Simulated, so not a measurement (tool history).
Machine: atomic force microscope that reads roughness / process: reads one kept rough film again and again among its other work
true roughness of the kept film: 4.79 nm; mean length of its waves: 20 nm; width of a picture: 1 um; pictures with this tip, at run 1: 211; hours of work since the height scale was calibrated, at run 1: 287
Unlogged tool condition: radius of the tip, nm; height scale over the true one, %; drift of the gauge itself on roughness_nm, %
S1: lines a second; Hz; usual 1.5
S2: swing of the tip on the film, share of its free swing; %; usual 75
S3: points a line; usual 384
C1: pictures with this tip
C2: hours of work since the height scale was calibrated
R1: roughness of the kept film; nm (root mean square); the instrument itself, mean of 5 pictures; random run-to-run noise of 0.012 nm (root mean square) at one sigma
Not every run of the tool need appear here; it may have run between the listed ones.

Run 1, hour 0: usual settings; C1 211; C2 287. Result: R1 1.703 nm (root mean square).
Run 2, hour 13.6: usual settings but S1 1.72 Hz; C1 231; C2 293. Result: R1 1.626 nm (root mean square).
Run 3, hour 21.6: usual settings but S1 1.72 Hz; C1 242; C2 297. Result: R1 1.571 nm (root mean square).
At hour 27.4: new tip fitted.
Run 4, hour 35.5: usual settings but S1 1.72 Hz; C1 12; C2 304. Result: R1 2.755 nm (root mean square).
Run 5, hour 48.7: usual settings but S2 65 %; C1 31; C2 310. Result: R1 2.717 nm (root mean square).
Run 6, hour 62: usual settings but S2 65 %; C1 50; C2 317. Result: R1 2.565 nm (root mean square).
Run 7, hour 76.4: usual settings but S1 3.61 Hz, S3 555; C1 71; C2 324. Result: R1 2.088 nm (root mean square).
Run 8, hour 85.8: usual settings but S1 3.61 Hz, S3 555; C1 85; C2 328. Result: R1 2.016 nm (root mean square).
Run 9, hour 95.2: usual settings but S1 1.43 Hz, S2 64 %, S3 499; C1 98; C2 333. Result: R1 2.284 nm (root mean square).
Run 10, hour 106.1: usual settings but S1 1.2 Hz, S2 82 %, S3 284; C1 114; C2 338. Result: R1 2.028 nm (root mean square).
Run 11, hour 119.9: usual settings but S1 1.31 Hz, S2 64 %, S3 355; C1 134; C2 345. Result: R1 2.065 nm (root mean square).

Measured minus without-hidden-state, run by run (identical run-to-run variation in each term; gauge scatter may differ):
run      R1
  1  -1.211
  2  -1.265
  3  -1.291
  4  -0.143
  5  -0.317
  6  -0.473
  7  -0.531
  8  -0.605
  9  -0.785
 10  -0.815
 11  -0.983
